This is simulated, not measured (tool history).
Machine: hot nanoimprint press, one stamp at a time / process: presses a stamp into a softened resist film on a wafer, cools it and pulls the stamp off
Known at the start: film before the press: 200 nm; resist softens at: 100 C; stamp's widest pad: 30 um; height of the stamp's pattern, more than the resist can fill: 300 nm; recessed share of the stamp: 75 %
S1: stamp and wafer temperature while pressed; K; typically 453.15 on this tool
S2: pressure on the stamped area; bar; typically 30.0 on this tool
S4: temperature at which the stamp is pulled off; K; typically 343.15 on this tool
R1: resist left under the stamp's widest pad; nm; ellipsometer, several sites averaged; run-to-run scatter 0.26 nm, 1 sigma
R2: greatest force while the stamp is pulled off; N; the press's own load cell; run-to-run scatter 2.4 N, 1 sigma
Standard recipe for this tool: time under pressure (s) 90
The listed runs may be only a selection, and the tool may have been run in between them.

Run 1, day 0.000: usual settings. Result: R1 102.4 nm, R2 105 N.
Run 2, day 0.600: usual settings but S1 454.15 K. Result: R1 98.8 nm, R2 109 N.
Run 3, day 0.983: usual settings. Result: R1 102.9 nm, R2 109 N.
Run 4, day 1.650: usual settings. Result: R1 102.5 nm, R2 110 N.
Run 5, day 2.017: usual settings. Result: R1 102.2 nm, R2 112 N.
Run 6, day 2.771: usual settings. Result: R1 102.7 nm, R2 113 N.
Run 7, day 3.275: usual settings but time under pressure (s) 107. Result: R1 96.3 nm, R2 108 N.
Run 8, day 3.650: usual settings but time under pressure (s) 107. Result: R1 96.1 nm, R2 110 N.
Run 9, day 4.462: usual settings but S2 19.2 bar, time under pressure (s) 50. Result: R1 143.6 nm, R2 111 N.
Run 10, day 4.842: usual settings but S2 19.2 bar, time under pressure (s) 50. Result: R1 143.5 nm, R2 105 N.
Run 11, day 5.538: usual settings but S2 19.2 bar, time under pressure (s) 50. Result: R1 143.7 nm, R2 107 N.
Run 12, day 6.162: usual settings but S1 464.15 K, S2 18.0 bar, time under pressure (s) 50, S4 342.15 K. Result: R1 107.0 nm, R2 108 N.
At day 6.633: plate thermocouple calibrated.
Run 13, day 6.712: usual settings but S1 464.15 K, S2 18.0 bar, time under pressure (s) 50, S4 342.15 K. Result: R1 107.1 nm, R2 110 N.

Below are 4 alternative next runs, each starting from the tool's condition after run 13. Predict each:
Run A, day 7.108: usual settings but S2 25.2 bar. Result: R1 ?, R2 ?.
Run B, day 7.108: usual settings but S2 43.7 bar, time under pressure (s) 61, S4 342.15 K. Result: R1 ?, R2 ?.
Run C, day 7.108: usual settings but S1 457.15 K, time under pressure (s) 121, S4 348.15 K. Result: R1 ?, R2 ?.
Run D, day 7.108: usual settings but S4 342.15 K. Result: R1 ?, R2 ?.

run     R1   R2
  A  110.3  109
  B   99.4  110
  C   78.6   99
  D  101.7  114
With no hidden state in the tool, these same runs would have given:
run     R1   R2
  A  110.7  109
  B   99.8  109
  C   78.9   98
  D  102.1  113
